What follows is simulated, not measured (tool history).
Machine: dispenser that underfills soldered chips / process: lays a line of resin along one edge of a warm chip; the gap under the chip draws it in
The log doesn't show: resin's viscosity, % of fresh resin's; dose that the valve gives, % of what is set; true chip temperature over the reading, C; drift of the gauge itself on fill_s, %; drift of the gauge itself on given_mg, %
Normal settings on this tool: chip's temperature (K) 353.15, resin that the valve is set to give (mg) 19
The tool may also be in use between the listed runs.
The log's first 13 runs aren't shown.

run,hour,chip's temperature (K),resin that the valve is set to give (mg),hours of work since the syringe was changed,hours of work since the valve was cleaned,hours of work since the stage was calibrated,time until the resin shows at the far edge (s),resin that the valve gave (mg)
# hour 95.5: new syringe of resin
14,104.5,353.15,19.9,6,78,92,96.5,18.76
# hour 106.5: dispensing valve cleaned and set on the balance
# hour 109.1: new syringe of resin
15,115.7,353.15,19.9,4,6,99,89.9,19.84
# hour 121.8: new syringe of resin
16,126.5,353.15,19.9,3,13,106,83.4,19.66
# hour 134.4: new syringe of resin
17,137.8,353.15,19.9,2,20,113,80,19.63
# hour 147.4: new syringe of resin
18,147.4,353.15,19.9,0,27,119,71.5,19.5
19,152.9,349.15,16.2,4,30,123,103.5,15.96
# hour 160.2: new syringe of resin
20,163.3,356.15,18.3,2,37,130,72.4,17.69
21,169.5,353.15,17.8,6,41,134,102,17.35
# hour 172.9: new syringe of resin
22,178.8,353.15,17.8,4,47,140,89.7,17.22
# hour 185.2: new syringe of resin
23,190.2,341.15,18.1,3,55,147,130.8,17.48
# hour 197.5: new syringe of resin
24,200.9,346.15,19,2,62,154,105.4,18.22
25,206.3,346.15,19,6,65,158,124.8,18.16
# hour 210.4: new syringe of resin
26,211.4,356.15,16.6,1,68,161,70.5,15.81
# hour 222.6: new syringe of resin
27,223.1,353.15,16.4,0,76,169,75,15.75
# hour 228: dispensing valve cleaned and set on the balance
28,234.8,353.15,23.9,7,5,176,104.7,23.89
# hour 236: new syringe of resin
29,246.6,341.15,21.8,7,12,184,155.6,21.73
# hour 248.6: new syringe of resin
30,254,353.15,21.8,4,17,188,87.7,21.64
31,259.6,353.15,21.8,7,21,192,105.9,21.44
# hour 261.6: new syringe of resin
32,267.5,357.15,18.8,4,26,197,78.3,18.49
# hour 274.2: new syringe of resin
33,275.4,357.15,18.8,1,31,202,66.2,18.53
34,283,357.15,18.8,6,36,207,86.2,18.31

Consider 4 possible next runs. They are alternatives, not a sequence: every one starts from the tool as it was left by run 34. What does each give?
# hour 287: new syringe of resin
A,291.6,364.15,21.4,3,42,213,?,?
# hour 287: new syringe of resin
B,291.6,354.15,19,3,42,213,?,?
# hour 287: new syringe of resin
C,291.6,353.15,24.4,3,42,213,?,?
# hour 287: new syringe of resin
D,291.6,359.15,18.8,3,42,213,?,?

run,time until the resin shows at the far edge (s),resin that the valve gave (mg)
A,58.9,20.94
B,84.3,18.34
C,84.3,23.87
D,70.5,18.2
With the hidden condition removed and each run's random variation left untouched, the same runs would have given:
run,time until the resin shows at the far edge (s),resin that the valve gave (mg)
A,47.7,21.47
B,68,18.81
C,68.2,24.47
D,57,18.67

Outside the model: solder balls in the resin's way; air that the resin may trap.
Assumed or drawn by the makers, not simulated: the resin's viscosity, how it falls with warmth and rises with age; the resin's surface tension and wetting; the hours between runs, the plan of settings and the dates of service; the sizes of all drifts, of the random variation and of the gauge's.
